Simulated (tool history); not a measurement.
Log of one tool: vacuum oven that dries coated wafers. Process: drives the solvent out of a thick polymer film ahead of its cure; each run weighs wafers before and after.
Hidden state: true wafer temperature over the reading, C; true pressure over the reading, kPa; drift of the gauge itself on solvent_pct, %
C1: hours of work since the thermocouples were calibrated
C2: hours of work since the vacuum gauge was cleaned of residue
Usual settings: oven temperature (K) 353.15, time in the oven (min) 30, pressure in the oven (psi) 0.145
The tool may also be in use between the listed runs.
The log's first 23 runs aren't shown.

run 24 hour=1429.4 | oven_temperature_(K)=361.15 time_in_the_oven_(min)=16 pressure_in_the_oven_(psi)=0.107 | C1=239 C2=1207 | solvent_left_in_the_film_(%)=2.33
run 25 hour=1511.0 | oven_temperature_(K)=361.15 time_in_the_oven_(min)=30 pressure_in_the_oven_(psi)=0.307 | C1=299 C2=1267 | solvent_left_in_the_film_(%)=1.69
run 26 hour=1577.1 | oven_temperature_(K)=361.15 time_in_the_oven_(min)=30 pressure_in_the_oven_(psi)=0.307 | C1=348 C2=1316 | solvent_left_in_the_film_(%)=1.68
run 27 hour=1654.6 | oven_temperature_(K)=358.15 time_in_the_oven_(min)=16 pressure_in_the_oven_(psi)=0.099 | C1=404 C2=1372 | solvent_left_in_the_film_(%)=2.95
run 28 hour=1712.0 | oven_temperature_(K)=358.15 time_in_the_oven_(min)=16 pressure_in_the_oven_(psi)=0.099 | C1=447 C2=1414 | solvent_left_in_the_film_(%)=2.96
run 29 hour=1789.9 | oven_temperature_(K)=338.15 time_in_the_oven_(min)=30 pressure_in_the_oven_(psi)=0.145 | C1=504 C2=1472 | solvent_left_in_the_film_(%)=5.90
run 30 hour=1828.1 | oven_temperature_(K)=364.15 time_in_the_oven_(min)=32 pressure_in_the_oven_(psi)=0.328 | C1=532 C2=1500 | solvent_left_in_the_film_(%)=1.51
run 31 hour=1907.8 | oven_temperature_(K)=358.15 time_in_the_oven_(min)=34 pressure_in_the_oven_(psi)=0.073 | C1=590 C2=1558 | solvent_left_in_the_film_(%)=0.87
run 32 hour=1955.8 | oven_temperature_(K)=358.15 time_in_the_oven_(min)=34 pressure_in_the_oven_(psi)=0.073 | C1=625 C2=1593 | solvent_left_in_the_film_(%)=0.91
run 33 hour=2032.3 | oven_temperature_(K)=365.15 time_in_the_oven_(min)=20 pressure_in_the_oven_(psi)=0.133 | C1=681 C2=1649 | solvent_left_in_the_film_(%)=1.44
run 34 hour=2119.4 | oven_temperature_(K)=350.15 time_in_the_oven_(min)=27 pressure_in_the_oven_(psi)=0.149 | C1=745 C2=1713 | solvent_left_in_the_film_(%)=3.05

Forecast each of these 5 alternatives for the next run:
run A hour=2157.6 | oven_temperature_(K)=347.15 time_in_the_oven_(min)=35 pressure_in_the_oven_(psi)=0.158 | C1=773 C2=1741 | solvent_left_in_the_film_(%)=?
run B hour=2157.6 | oven_temperature_(K)=353.15 time_in_the_oven_(min)=34 pressure_in_the_oven_(psi)=0.145 | C1=773 C2=1741 | solvent_left_in_the_film_(%)=?
run C hour=2157.6 | oven_temperature_(K)=353.15 time_in_the_oven_(min)=30 pressure_in_the_oven_(psi)=0.202 | C1=773 C2=1741 | solvent_left_in_the_film_(%)=?
run D hour=2157.6 | oven_temperature_(K)=361.15 time_in_the_oven_(min)=29 pressure_in_the_oven_(psi)=0.365 | C1=773 C2=1741 | solvent_left_in_the_film_(%)=?
run E hour=2157.6 | oven_temperature_(K)=367.15 time_in_the_oven_(min)=21 pressure_in_the_oven_(psi)=0.136 | C1=773 C2=1741 | solvent_left_in_the_film_(%)=?

run=A solvent_left_in_the_film_(%)=2.86
run=B solvent_left_in_the_film_(%)=1.89
run=C solvent_left_in_the_film_(%)=2.32
run=D solvent_left_in_the_film_(%)=2.15
run=E solvent_left_in_the_film_(%)=1.00
Without the tool's hidden state the same runs would have given:
run=A solvent_left_in_the_film_(%)=2.34
run=B solvent_left_in_the_film_(%)=1.49
run=C solvent_left_in_the_film_(%)=1.89
run=D solvent_left_in_the_film_(%)=1.84
run=E solvent_left_in_the_film_(%)=0.76

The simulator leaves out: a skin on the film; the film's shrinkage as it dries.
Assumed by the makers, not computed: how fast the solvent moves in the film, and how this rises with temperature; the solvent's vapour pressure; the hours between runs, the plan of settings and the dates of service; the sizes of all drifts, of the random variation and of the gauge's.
